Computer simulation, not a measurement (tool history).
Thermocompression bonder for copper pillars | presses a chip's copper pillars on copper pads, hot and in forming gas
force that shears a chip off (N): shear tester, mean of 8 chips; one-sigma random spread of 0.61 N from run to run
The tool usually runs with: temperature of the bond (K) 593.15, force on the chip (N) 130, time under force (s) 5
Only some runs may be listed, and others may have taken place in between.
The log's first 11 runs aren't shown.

| run | hour | temperature of the bond (K) | force on the chip (N) | time under force (s) | force that shears a chip off (N) |
|---|---|---|---|---|---|
| 12 | 682.7 | 611.15 | 130 | 5 | 81.4 |
| 13 | 765.6 | 593.15 | 130 | 8 | 78.7 |
| 14 | 802.1 | 593.15 | 130 | 8 | 78.4 |
| 15 | 854.7 | 593.15 | 130 | 8 | 78.4 |
| 16 | 930 | 593.15 | 130 | 8 | 75.3 |
| 17 | 977.6 | 593.15 | 130 | 8 | 74.7 |
|  | 1008.9 | forming gas filter changed |
| 18 | 1022.1 | 593.15 | 130 | 8 | 82.8 |
| 19 | 1075.2 | 580.15 | 130 | 8 | 72.8 |
| 20 | 1128.9 | 580.15 | 130 | 8 | 72.4 |
| 21 | 1168.2 | 587.15 | 130 | 10 | 79.5 |
| 22 | 1218.6 | 601.15 | 130 | 8 | 81.8 |
| 23 | 1300.5 | 601.15 | 130 | 8 | 82.1 |
| 24 | 1344.7 | 567.15 | 148 | 5 | 58.8 |
| 25 | 1408.5 | 567.15 | 148 | 5 | 57 |
|  | 1413.9 | forming gas filter changed |
|  | 1451.2 | heater calibrated with a thermocouple chip |
| 26 | 1457.4 | 596.15 | 130 | 5 | 70.3 |
| 27 | 1503.5 | 621.15 | 130 | 5 | 85 |
| 28 | 1590.5 | 577.15 | 101 | 14 | 63.7 |
| 29 | 1648.7 | 593.15 | 101 | 5 | 52.1 |
| 30 | 1713.2 | 593.15 | 101 | 5 | 51.6 |
| 31 | 1755.2 | 593.15 | 101 | 5 | 51.2 |
|  | 1819.5 | forming gas filter changed |
| 32 | 1827.3 | 593.15 | 81 | 5 | 45.3 |
| 33 | 1895.8 | 578.15 | 119 | 6 | 57.6 |
|  | 1907.8 | force cell calibrated |
| 34 | 1949.5 | 579.15 | 87 | 6 | 44.5 |
| 35 | 1987.1 | 603.15 | 87 | 6 | 58.1 |

4 ways to go on from here, each from the tool as it stands after run 35. What would each give?
| A | 2064.6 | 621.15 | 121 | 5 | ? |
| B | 2064.6 | 603.15 | 108 | 6 | ? |
| C | 2064.6 | 621.15 | 130 | 12 | ? |
| D | 2064.6 | 564.15 | 130 | 4 | ? |

| run | force that shears a chip off (N) |
|---|---|
| A | 79.7 |
| B | 67.9 |
| C | 96.5 |
| D | 48 |
Without the tool's unlogged condition, the same runs would have read:
| run | force that shears a chip off (N) |
|---|---|
| A | 82.9 |
| B | 70 |
| C | 101.4 |
| D | 48.6 |
